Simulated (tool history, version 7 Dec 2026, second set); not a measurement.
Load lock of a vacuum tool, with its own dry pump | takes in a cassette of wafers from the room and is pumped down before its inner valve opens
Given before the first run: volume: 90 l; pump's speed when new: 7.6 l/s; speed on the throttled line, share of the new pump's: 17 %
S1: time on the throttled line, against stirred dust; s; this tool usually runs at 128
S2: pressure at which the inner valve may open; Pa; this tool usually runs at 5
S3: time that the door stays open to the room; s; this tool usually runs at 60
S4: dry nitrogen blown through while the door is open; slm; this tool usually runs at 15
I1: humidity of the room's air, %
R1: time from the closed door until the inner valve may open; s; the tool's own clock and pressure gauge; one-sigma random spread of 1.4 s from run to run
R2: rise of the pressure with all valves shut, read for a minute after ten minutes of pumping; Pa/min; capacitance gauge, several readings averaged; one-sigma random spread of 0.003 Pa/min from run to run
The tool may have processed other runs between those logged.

{"run": 1, "hour": 0.0, "S1": 128, "S2": 5, "S3": 60, "S4": 15, "I1": 44, "R1": 236.4, "R2": 0.093}
{"run": 2, "hour": 376.4, "S1": 128, "S2": 5, "S3": 60, "S4": 15, "I1": 43.2, "R1": 237, "R2": 0.095}
{"run": 3, "hour": 664.5, "S1": 128, "S2": 5, "S3": 60, "S4": 15, "I1": 45.5, "R1": 236.4, "R2": 0.094}
{"run": 4, "hour": 1002.8, "S1": 128, "S2": 5, "S3": 60, "S4": 15, "I1": 46.5, "R1": 239.9, "R2": 0.104}
{"run": 5, "hour": 1214.5, "S1": 128, "S2": 5, "S3": 60, "S4": 15, "I1": 45.2, "R1": 235.6, "R2": 0.103}
{"run": 6, "hour": 1676.1, "S1": 77, "S2": 5, "S3": 60, "S4": 15, "I1": 48.5, "R1": 196.9, "R2": 0.106}
{"run": 7, "hour": 2120.1, "S1": 77, "S2": 5, "S3": 60, "S4": 19, "I1": 44.7, "R1": 198.2, "R2": 0.109}
{"run": 8, "hour": 2520.7, "S1": 77, "S2": 5, "S3": 60, "S4": 19, "I1": 43.6, "R1": 195.7, "R2": 0.111}
{"run": 9, "hour": 2991.9, "S1": 77, "S2": 5, "S3": 73, "S4": 19, "I1": 45, "R1": 196.4, "R2": 0.113}
{"run": 10, "hour": 3219.8, "S1": 77, "S2": 5, "S3": 73, "S4": 19, "I1": 41.7, "R1": 201.7, "R2": 0.116}
{"run": 11, "hour": 3575.4, "S1": 77, "S2": 5, "S3": 73, "S4": 19, "I1": 46.4, "R1": 197.6, "R2": 0.126}
{"run": 12, "hour": 4046.0, "S1": 128, "S2": 7, "S3": 60, "S4": 15, "I1": 42.4, "R1": 237.5, "R2": 0.13}
{"run": 13, "hour": 4472.7, "S1": 128, "S2": 7, "S3": 60, "S4": 15, "I1": 42.8, "R1": 237.4, "R2": 0.125}
{"run": 14, "hour": 4799.0, "S1": 83, "S2": 5, "S3": 60, "S4": 5, "I1": 46.1, "R1": 208, "R2": 0.138}
{"run": 15, "hour": 5188.1, "S1": 83, "S2": 5, "S3": 60, "S4": 5, "I1": 44.2, "R1": 208.4, "R2": 0.138}
{"run": 16, "hour": 5494.5, "S1": 128, "S2": 5, "S3": 60, "S4": 17, "I1": 45.9, "R1": 244.2, "R2": 0.14}
{"run": 17, "hour": 5957.1, "S1": 255, "S2": 5, "S3": 60, "S4": 14, "I1": 43.1, "R1": 344.8, "R2": 0.148}
{"run": 18, "hour": 6309.7, "S1": 156, "S2": 5, "S3": 60, "S4": 14, "I1": 45.8, "R1": 269.4, "R2": 0.143}
{"run": 19, "hour": 6637.3, "S1": 108, "S2": 5, "S3": 106, "S4": 14, "I1": 44.6, "R1": 232.4, "R2": 0.166}
{"run": 20, "hour": 6949.3, "S1": 108, "S2": 5, "S3": 106, "S4": 14, "I1": 43.8, "R1": 231.5, "R2": 0.164}
{"run": 21, "hour": 7233.3, "S1": 128, "S2": 5, "S3": 68, "S4": 15, "I1": 42, "R1": 247.8, "R2": 0.156}
{"run": 22, "hour": 7465.1, "S1": 101, "S2": 5, "S3": 149, "S4": 5, "I1": 42.6, "R1": 227.7, "R2": 0.19}
{"run": 23, "hour": 7913.8, "S1": 101, "S2": 8, "S3": 149, "S4": 8, "I1": 47, "R1": 222.2, "R2": 0.193}
{"run": 24, "hour": 8294.3, "S1": 128, "S2": 6, "S3": 26, "S4": 15, "I1": 46.1, "R1": 248.9, "R2": 0.158}

Predict each of these 3 candidate next runs independently; none follows another, all start after run 24:
{"run": "A", "hour": 8708.8, "S1": 128, "S2": 4, "S3": 80, "S4": 5, "I1": 46.6, "R1": "?", "R2": "?"}
{"run": "B", "hour": 8708.8, "S1": 128, "S2": 6, "S3": 149, "S4": 15, "I1": 49.3, "R1": "?", "R2": "?"}
{"run": "C", "hour": 8708.8, "S1": 69, "S2": 7, "S3": 26, "S4": 7, "I1": 43.6, "R1": "?", "R2": "?"}

run=A R1=258.4 R2=0.179
run=B R1=250.8 R2=0.193
run=C R1=200.9 R2=0.164
The same runs, with their run-to-run variation unchanged, on a tool lacking any hidden condition would have given:
run=A R1=230.3 R2=0.034
run=B R1=224.5 R2=0.047
run=C R1=172.6 R2=0.016

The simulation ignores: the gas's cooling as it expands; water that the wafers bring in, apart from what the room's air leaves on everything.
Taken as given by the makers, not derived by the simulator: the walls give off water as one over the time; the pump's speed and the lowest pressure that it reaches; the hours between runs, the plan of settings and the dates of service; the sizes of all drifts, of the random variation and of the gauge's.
